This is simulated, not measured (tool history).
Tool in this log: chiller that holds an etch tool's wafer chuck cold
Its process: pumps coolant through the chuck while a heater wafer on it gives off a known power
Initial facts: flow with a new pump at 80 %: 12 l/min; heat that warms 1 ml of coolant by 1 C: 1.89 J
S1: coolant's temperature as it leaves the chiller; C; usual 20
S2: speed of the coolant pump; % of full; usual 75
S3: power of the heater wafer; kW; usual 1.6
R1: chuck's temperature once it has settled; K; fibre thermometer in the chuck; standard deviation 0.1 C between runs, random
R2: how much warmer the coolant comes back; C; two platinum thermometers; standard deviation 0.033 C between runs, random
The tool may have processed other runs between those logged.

{"run": 1, "hour": 0.0, "S1": 20, "S2": 75, "S3": 1.6, "R1": 304.75, "R2": 4.48}
{"run": 2, "hour": 26.6, "S1": 20, "S2": 75, "S3": 1.6, "R1": 304.85, "R2": 4.47}
{"run": 3, "hour": 54.2, "S1": 20, "S2": 75, "S3": 2.065, "R1": 308.25, "R2": 5.83}
{"run": 4, "hour": 91.4, "S1": 20, "S2": 75, "S3": 2.065, "R1": 308.25, "R2": 5.78}
{"run": 5, "hour": 129.2, "S1": 20, "S2": 75, "S3": 2.065, "R1": 308.15, "R2": 5.74}
{"run": 6, "hour": 164.4, "S1": 20, "S2": 75, "S3": 1.6, "R1": 304.85, "R2": 4.5}
{"run": 7, "hour": 192.7, "S1": 20, "S2": 75, "S3": 2.024, "R1": 307.95, "R2": 5.66}
{"run": 8, "hour": 228.6, "S1": 23, "S2": 75, "S3": 1.6, "R1": 307.95, "R2": 4.41}
{"run": 9, "hour": 249.2, "S1": 23, "S2": 75, "S3": 1.6, "R1": 307.75, "R2": 4.44}
{"run": 10, "hour": 285.5, "S1": 23, "S2": 75, "S3": 1.6, "R1": 307.75, "R2": 4.43}
{"run": 11, "hour": 315.3, "S1": 23, "S2": 75, "S3": 1.687, "R1": 308.45, "R2": 4.65}
{"run": 12, "hour": 343.6, "S1": 20, "S2": 79, "S3": 1.6, "R1": 304.35, "R2": 4.17}
{"run": 13, "hour": 378.3, "S1": 20, "S2": 79, "S3": 1.6, "R1": 304.15, "R2": 4.1}
{"run": 14, "hour": 413.0, "S1": 20, "S2": 79, "S3": 1.6, "R1": 304.45, "R2": 4.15}
{"run": 15, "hour": 442.5, "S1": 20, "S2": 79, "S3": 1.6, "R1": 304.35, "R2": 4.11}
{"run": 16, "hour": 466.3, "S1": 13, "S2": 79, "S3": 1.6, "R1": 297.35, "R2": 4.06}
{"run": 17, "hour": 506.5, "S1": 12, "S2": 79, "S3": 1.6, "R1": 296.25, "R2": 4.08}
{"run": 18, "hour": 548.9, "S1": 15, "S2": 97, "S3": 1.002, "R1": 294.05, "R2": 1.93}
{"run": 19, "hour": 583.2, "S1": 15, "S2": 97, "S3": 1.002, "R1": 294.05, "R2": 1.89}
{"run": 20, "hour": 620.9, "S1": 15, "S2": 97, "S3": 1.002, "R1": 294.15, "R2": 1.86}
{"run": 21, "hour": 649.1, "S1": 15, "S2": 97, "S3": 1.002, "R1": 294.05, "R2": 1.89}
{"run": 22, "hour": 681.2, "S1": 16, "S2": 64, "S3": 1.268, "R1": 299.55, "R2": 3.98}
{"run": 23, "hour": 702.1, "S1": 11, "S2": 75, "S3": 1.381, "R1": 294.25, "R2": 3.62}
{"run": 24, "hour": 735.2, "S1": 11, "S2": 75, "S3": 1.381, "R1": 294.15, "R2": 3.62}
{"run": 25, "hour": 764.8, "S1": 11, "S2": 75, "S3": 1.381, "R1": 294.15, "R2": 3.6}
{"run": 26, "hour": 806.7, "S1": 11, "S2": 75, "S3": 1.381, "R1": 294.15, "R2": 3.95}
{"run": 27, "hour": 827.3, "S1": 11, "S2": 75, "S3": 1.381, "R1": 294.35, "R2": 3.85}
{"run": 28, "hour": 857.1, "S1": 20, "S2": 86, "S3": 1.6, "R1": 303.45, "R2": 3.87}
{"run": 29, "hour": 883.0, "S1": 20, "S2": 86, "S3": 1.6, "R1": 303.75, "R2": 3.93}
{"run": 30, "hour": 907.2, "S1": 20, "S2": 86, "S3": 1.6, "R1": 303.75, "R2": 3.87}
{"run": 31, "hour": 941.9, "S1": 20, "S2": 86, "S3": 1.6, "R1": 303.45, "R2": 3.84}
{"run": 32, "hour": 978.5, "S1": 25, "S2": 86, "S3": 1.984, "R1": 311.15, "R2": 4.8}
{"run": 33, "hour": 1000.4, "S1": 20, "S2": 72, "S3": 2.308, "R1": 310.75, "R2": 6.73}

Missing from the log above: 1 entry noted between runs. For each, name the pair of listed runs it sits between and say how the tool's hidden condition differs from the listed run just before to the listed run just after:
Between runs 25 and 26: gauge calibrated (hour 774.4)
  drift of the gauge itself on warmer_back_c, C: -0.31 -> -0.01
  measured minus no-state result, R2: -0.31 -> -0.01 C
